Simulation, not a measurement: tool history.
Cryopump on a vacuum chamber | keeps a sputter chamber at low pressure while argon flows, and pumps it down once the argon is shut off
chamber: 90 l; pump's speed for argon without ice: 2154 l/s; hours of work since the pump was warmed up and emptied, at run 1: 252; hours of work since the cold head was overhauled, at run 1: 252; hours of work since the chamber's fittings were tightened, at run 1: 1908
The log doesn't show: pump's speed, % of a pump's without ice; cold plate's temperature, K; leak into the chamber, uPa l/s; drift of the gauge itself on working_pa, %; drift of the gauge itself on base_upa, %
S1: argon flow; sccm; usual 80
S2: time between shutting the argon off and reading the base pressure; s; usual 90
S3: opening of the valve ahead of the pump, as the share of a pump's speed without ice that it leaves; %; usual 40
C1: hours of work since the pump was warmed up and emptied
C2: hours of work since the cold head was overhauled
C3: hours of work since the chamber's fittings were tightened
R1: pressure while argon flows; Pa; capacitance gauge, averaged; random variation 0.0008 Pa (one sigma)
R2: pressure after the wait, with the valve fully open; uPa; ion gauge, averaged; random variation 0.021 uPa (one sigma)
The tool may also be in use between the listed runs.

run	hour	S1	S2	S3	C1	C2	C3	R1	R2
1	0.0	80	90	40	252	252	1908	0.1616	1.32
2	12.5	85	90	40	258	258	1914	0.1733	1.34
3	36.2	43	90	40	269	269	1925	0.0882	1.38
4	57.1	43	90	40	279	279	1935	0.0877	1.37
5	78.2	80	90	40	289	289	1945	0.1635	1.43
6	91.7	80	90	40	295	295	1951	0.1632	1.41
7	103.9	80	90	40	301	301	1957	0.1645	1.41
8	125.3	80	90	40	311	311	1967	0.1643	1.42
9	145.8	45	90	40	321	321	1977	0.0923	1.41
10	157.2	80	90	40	326	326	1983	0.1645	1.40
11	178.9	83	90	40	337	337	1993	0.1708	1.42
12	196.7	39	90	40	345	345	2001	0.0798	1.46
13	206.9	35	90	40	350	350	2006	0.0728	1.43
14	229.5	80	79	40	361	361	2017	0.1649	1.49
15	239.2	46	90	40	365	365	2021	0.0941	1.46
16	249.0	46	90	27	370	370	2026	0.1393	1.47
17	266.9	46	90	42	378	378	2035	0.0912	1.46
18	277.9	144	280	50	384	384	2040	0.2416	1.34
19	292.2	35	116	49	391	391	2047	0.0603	1.42
20	311.4	79	235	17	400	400	2056	0.3742	1.37
21	325.9	86	235	17	406	406	2063	0.4093	1.42

Forecast run 22:
22	335.9	116	50	40	411	411	2067	?	?

Run 22 gave R1 0.2431 Pa, R2 1.65 uPa.
Without the tool's hidden state the same run would have given R1 0.2290 Pa, R2 0.42 uPa.

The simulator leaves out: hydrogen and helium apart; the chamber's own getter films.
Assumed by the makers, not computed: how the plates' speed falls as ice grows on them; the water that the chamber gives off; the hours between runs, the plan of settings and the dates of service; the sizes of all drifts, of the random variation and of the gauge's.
